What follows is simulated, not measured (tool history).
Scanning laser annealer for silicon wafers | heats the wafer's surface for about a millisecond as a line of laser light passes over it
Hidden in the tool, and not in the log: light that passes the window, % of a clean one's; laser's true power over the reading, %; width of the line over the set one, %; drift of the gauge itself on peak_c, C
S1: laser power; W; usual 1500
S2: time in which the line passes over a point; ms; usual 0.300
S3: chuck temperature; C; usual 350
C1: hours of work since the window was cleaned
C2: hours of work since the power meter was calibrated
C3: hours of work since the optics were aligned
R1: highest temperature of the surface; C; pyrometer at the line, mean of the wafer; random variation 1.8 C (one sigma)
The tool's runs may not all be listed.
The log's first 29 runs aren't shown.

{"run": 30, "hour": 400.9, "S1": 1383, "S2": 0.3, "S3": 372, "C1": 172, "C2": 377, "C3": 458, "R1": 1007}
{"run": 31, "hour": 421.4, "S1": 1500, "S2": 0.252, "S3": 345, "C1": 188, "C2": 392, "C3": 473, "R1": 974}
{"run": 32, "hour": 437.0, "S1": 1377, "S2": 0.364, "S3": 345, "C1": 200, "C2": 404, "C3": 485, "R1": 1043}
{"run": 33, "hour": 456.1, "S1": 1634, "S2": 0.364, "S3": 331, "C1": 214, "C2": 419, "C3": 500, "R1": 1138}
{"run": 34, "hour": 474.9, "S1": 1634, "S2": 0.364, "S3": 331, "C1": 229, "C2": 433, "C3": 514, "R1": 1139}
{"run": 35, "hour": 487.4, "S1": 1500, "S2": 0.335, "S3": 363, "C1": 238, "C2": 443, "C3": 523, "R1": 1081}
{"run": 36, "hour": 498.2, "S1": 1506, "S2": 0.335, "S3": 381, "C1": 246, "C2": 451, "C3": 532, "R1": 1099}
{"run": 37, "hour": 510.0, "S1": 1506, "S2": 0.335, "S3": 381, "C1": 255, "C2": 460, "C3": 541, "R1": 1101}
{"run": 38, "hour": 523.1, "S1": 1506, "S2": 0.335, "S3": 381, "C1": 265, "C2": 470, "C3": 551, "R1": 1102}
{"run": 39, "hour": 532.2, "S1": 1596, "S2": 0.231, "S3": 350, "C1": 272, "C2": 477, "C3": 557, "R1": 985}
{"run": 40, "hour": 545.5, "S1": 1500, "S2": 0.306, "S3": 316, "C1": 282, "C2": 487, "C3": 568, "R1": 998}
{"run": 41, "hour": 556.0, "S1": 1576, "S2": 0.3, "S3": 360, "C1": 290, "C2": 495, "C3": 576, "R1": 1068}

4 ways to go on from here, each from the tool as it stands after run 41. What would each give?
{"run": "A", "hour": 572.8, "S1": 1500, "S2": 0.3, "S3": 354, "C1": 303, "C2": 507, "C3": 588, "R1": "?"}
{"run": "B", "hour": 572.8, "S1": 1576, "S2": 0.267, "S3": 360, "C1": 303, "C2": 507, "C3": 588, "R1": "?"}
{"run": "C", "hour": 572.8, "S1": 1528, "S2": 0.379, "S3": 323, "C1": 303, "C2": 507, "C3": 588, "R1": "?"}
{"run": "D", "hour": 572.8, "S1": 1500, "S2": 0.348, "S3": 350, "C1": 303, "C2": 507, "C3": 588, "R1": "?"}

run=A R1=1033
run=B R1=1033
run=C R1=1092
run=D R1=1077
Without the tool's hidden state the same runs would have given:
run=A R1=1057
run=B R1=1057
run=C R1=1119
run=D R1=1102
